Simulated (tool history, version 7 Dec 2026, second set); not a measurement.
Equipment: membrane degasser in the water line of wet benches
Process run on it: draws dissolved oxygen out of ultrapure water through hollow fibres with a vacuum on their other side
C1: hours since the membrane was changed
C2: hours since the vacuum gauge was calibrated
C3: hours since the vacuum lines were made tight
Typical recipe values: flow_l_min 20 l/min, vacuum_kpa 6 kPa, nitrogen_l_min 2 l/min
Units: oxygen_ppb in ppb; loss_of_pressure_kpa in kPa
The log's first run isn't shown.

{"run": 2, "day": 5.321, "flow_l_min": 20, "vacuum_kpa": 6, "nitrogen_l_min": 2, "C1": 1301, "C2": 1573, "C3": 10148, "oxygen_ppb": 121.6, "loss_of_pressure_kpa": 45.53}
{"run": 3, "day": 16.692, "flow_l_min": 20, "vacuum_kpa": 6, "nitrogen_l_min": 2, "C1": 1574, "C2": 1846, "C3": 10421, "oxygen_ppb": 120.7, "loss_of_pressure_kpa": 45.36}
{"run": 4, "day": 21.908, "flow_l_min": 20, "vacuum_kpa": 6, "nitrogen_l_min": 2, "C1": 1699, "C2": 1971, "C3": 10546, "oxygen_ppb": 121.3, "loss_of_pressure_kpa": 45.28}
{"run": 5, "day": 32.546, "flow_l_min": 20, "vacuum_kpa": 6, "nitrogen_l_min": 2, "C1": 1955, "C2": 2227, "C3": 10801, "oxygen_ppb": 122.3, "loss_of_pressure_kpa": 45.47}
{"run": 6, "day": 44.046, "flow_l_min": 20, "vacuum_kpa": 6, "nitrogen_l_min": 4.45, "C1": 2231, "C2": 2503, "C3": 11077, "oxygen_ppb": 88.1, "loss_of_pressure_kpa": 45.1}
{"run": 7, "day": 52.55, "flow_l_min": 20, "vacuum_kpa": 10.45, "nitrogen_l_min": 2, "C1": 2435, "C2": 2707, "C3": 11281, "oxygen_ppb": 227.3, "loss_of_pressure_kpa": 45.49}
{"run": 8, "day": 62.429, "flow_l_min": 20, "vacuum_kpa": 6, "nitrogen_l_min": 0.86, "C1": 2672, "C2": 2944, "C3": 11518, "oxygen_ppb": 202.2, "loss_of_pressure_kpa": 45.2}
{"run": 9, "day": 70.342, "flow_l_min": 20, "vacuum_kpa": 6, "nitrogen_l_min": 0.86, "C1": 2862, "C2": 3134, "C3": 11708, "oxygen_ppb": 203.8, "loss_of_pressure_kpa": 45.33}
{"run": 10, "day": 80.246, "flow_l_min": 20, "vacuum_kpa": 6, "nitrogen_l_min": 2, "C1": 3099, "C2": 3371, "C3": 11946, "oxygen_ppb": 123.5, "loss_of_pressure_kpa": 45.39}
{"run": 11, "day": 91.742, "flow_l_min": 20, "vacuum_kpa": 6, "nitrogen_l_min": 2, "C1": 3375, "C2": 3647, "C3": 12222, "oxygen_ppb": 125.7, "loss_of_pressure_kpa": 45.53}
{"run": 12, "day": 97.808, "flow_l_min": 20, "vacuum_kpa": 6, "nitrogen_l_min": 2, "C1": 3521, "C2": 3793, "C3": 12368, "oxygen_ppb": 123.9, "loss_of_pressure_kpa": 45.45}
{"run": 13, "day": 108.567, "flow_l_min": 20, "vacuum_kpa": 7.69, "nitrogen_l_min": 2, "C1": 3779, "C2": 4051, "C3": 12626, "oxygen_ppb": 161.8, "loss_of_pressure_kpa": 45.63}
{"run": 14, "day": 113.85, "flow_l_min": 20, "vacuum_kpa": 6, "nitrogen_l_min": 2, "C1": 3906, "C2": 4178, "C3": 12753, "oxygen_ppb": 125, "loss_of_pressure_kpa": 45.68}
{"run": 15, "day": 120.0, "flow_l_min": 20, "vacuum_kpa": 6, "nitrogen_l_min": 2, "C1": 4054, "C2": 4326, "C3": 12900, "oxygen_ppb": 126.8, "loss_of_pressure_kpa": 45.67}
{"run": 16, "day": 126.658, "flow_l_min": 20, "vacuum_kpa": 6, "nitrogen_l_min": 2, "C1": 4213, "C2": 4485, "C3": 13060, "oxygen_ppb": 127.5, "loss_of_pressure_kpa": 45.34}
{"run": 17, "day": 133.892, "flow_l_min": 20, "vacuum_kpa": 6, "nitrogen_l_min": 2, "C1": 4387, "C2": 4659, "C3": 13234, "oxygen_ppb": 127.8, "loss_of_pressure_kpa": 45.59}
{"run": 18, "day": 140.229, "flow_l_min": 22, "vacuum_kpa": 9.09, "nitrogen_l_min": 2.46, "C1": 4539, "C2": 4811, "C3": 13386, "oxygen_ppb": 207.3, "loss_of_pressure_kpa": 50.28}
{"run": 19, "day": 148.762, "flow_l_min": 22, "vacuum_kpa": 9.09, "nitrogen_l_min": 2.46, "C1": 4744, "C2": 5016, "C3": 13590, "oxygen_ppb": 210.7, "loss_of_pressure_kpa": 49.97}
{"run": 20, "day": 153.942, "flow_l_min": 20, "vacuum_kpa": 8.92, "nitrogen_l_min": 2, "C1": 4868, "C2": 5140, "C3": 13715, "oxygen_ppb": 194.8, "loss_of_pressure_kpa": 45.72}

Run 21 is up next; what results do you expect?
{"run": 21, "day": 163.733, "flow_l_min": 20, "vacuum_kpa": 8.92, "nitrogen_l_min": 2, "C1": 5103, "C2": 5375, "C3": 13950, "oxygen_ppb": "?", "loss_of_pressure_kpa": "?"}

{"run 21": {"oxygen_ppb": 197.9, "loss_of_pressure_kpa": 45.71}}
Were there no unlogged condition in the tool, this run, its random variation unchanged, would have produced oxygen_ppb 186.2 ppb, loss_of_pressure_kpa 45.19 kPa.

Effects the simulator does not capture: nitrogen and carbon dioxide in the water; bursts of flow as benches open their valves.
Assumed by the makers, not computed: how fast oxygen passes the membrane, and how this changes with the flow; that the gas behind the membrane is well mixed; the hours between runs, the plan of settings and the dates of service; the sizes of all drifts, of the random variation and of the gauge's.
